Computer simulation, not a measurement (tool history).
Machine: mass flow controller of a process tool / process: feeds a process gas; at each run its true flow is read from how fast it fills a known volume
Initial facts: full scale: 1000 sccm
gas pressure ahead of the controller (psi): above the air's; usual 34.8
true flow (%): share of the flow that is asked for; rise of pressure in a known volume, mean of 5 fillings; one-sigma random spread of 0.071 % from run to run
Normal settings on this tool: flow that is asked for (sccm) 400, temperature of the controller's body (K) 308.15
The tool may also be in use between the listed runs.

run,hour,flow that is asked for (sccm),gas pressure ahead of the controller (psi),temperature of the controller's body (K),true flow (%)
1,0.0,400,34.8,308.15,99.55
2,113.9,400,34.8,308.15,99.61
3,338.7,400,34.8,308.15,99.64
4,542.6,400,34.8,308.15,99.77
5,679.3,400,34.8,308.15,99.71
6,897.2,400,34.8,298.15,99.00
7,1021.2,400,34.5,308.15,99.99
8,1225.0,100,34.8,308.15,99.34
9,1357.9,100,34.8,308.15,99.45
10,1498.6,335,36.3,301.15,99.27

Here are 4 independent what-if runs from the current tool condition. What would each one return?
A,1745.0,400,35.8,308.15,?
B,1745.0,335,36.3,303.15,?
C,1745.0,963,34.8,304.15,?
D,1745.0,292,34.8,308.15,?

run,true flow (%)
A,100.22
B,99.55
C,100.96
D,100.01
Without the tool's unlogged condition, the same runs would have read:
run,true flow (%)
A,99.51
B,98.85
C,100.24
D,99.30
